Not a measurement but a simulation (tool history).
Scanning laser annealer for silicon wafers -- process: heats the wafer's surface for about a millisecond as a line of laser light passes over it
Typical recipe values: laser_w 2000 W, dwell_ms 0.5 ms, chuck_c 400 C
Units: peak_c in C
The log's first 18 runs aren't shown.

run	hour	laser_w	dwell_ms	chuck_c	hours of work since the window was cleaned	hours of work since the power meter was calibrated	hours of work since the optics were aligned	peak_c
19	999.2	1734	0.5	400	679	1774	679	1065
20	1051.2	1734	0.5	400	705	1800	705	1062
21	1134.9	1734	0.5	400	747	1841	747	1060
# hour 1196.1: window over the wafer cleaned
22	1196.1	2000	0.471	400	0	1871	776	1147
# hour 1208.9: optics aligned, line set to its width
23	1255.1	2000	0.5	376	27	1898	23	1155
24	1294.5	2000	0.387	368	47	1917	43	1037
25	1353	2000	0.387	368	76	1946	72	1039
26	1405.4	2000	0.426	400	102	1973	98	1104
27	1473	2000	0.426	400	136	2006	132	1107
28	1515.6	2000	0.426	400	157	2028	153	1108
29	1556.3	2045	0.611	368	177	2048	173	1256
30	1612.3	2045	0.611	361	205	2076	201	1252
31	1662.1	1705	0.5	389	230	2101	226	1050
32	1748.6	1811	0.585	400	273	2144	269	1168
33	1797.9	2044	0.585	400	297	2168	294	1263
34	1835.4	2130	0.549	371	316	2187	312	1241
35	1905.3	1813	0.509	400	351	2222	347	1109
36	1991.7	1813	0.389	426	394	2265	390	1034
37	2067.7	2075	0.475	411	432	2303	428	1184
38	2129.1	2000	0.55	438	463	2333	459	1250
39	2177.8	1706	0.378	427	487	2358	483	985
40	2254.7	1706	0.378	427	525	2396	521	986
41	2338.9	1913	0.449	381	567	2438	563	1068

Each row is a separate what-if for the run after 41, all from the same tool condition, not one after another. Results?
A	2425.4	1807	0.422	389	610	2481	606	?
B	2425.4	2105	0.387	381	610	2481	606	?
C	2425.4	1850	0.44	400	610	2481	606	?
D	2425.4	2067	0.52	371	610	2481	606	?

run	peak_c
A	1017
B	1077
C	1058
D	1181
Had the tool no hidden state, the same runs would have come out as:
run	peak_c
A	1030
B	1092
C	1072
D	1198
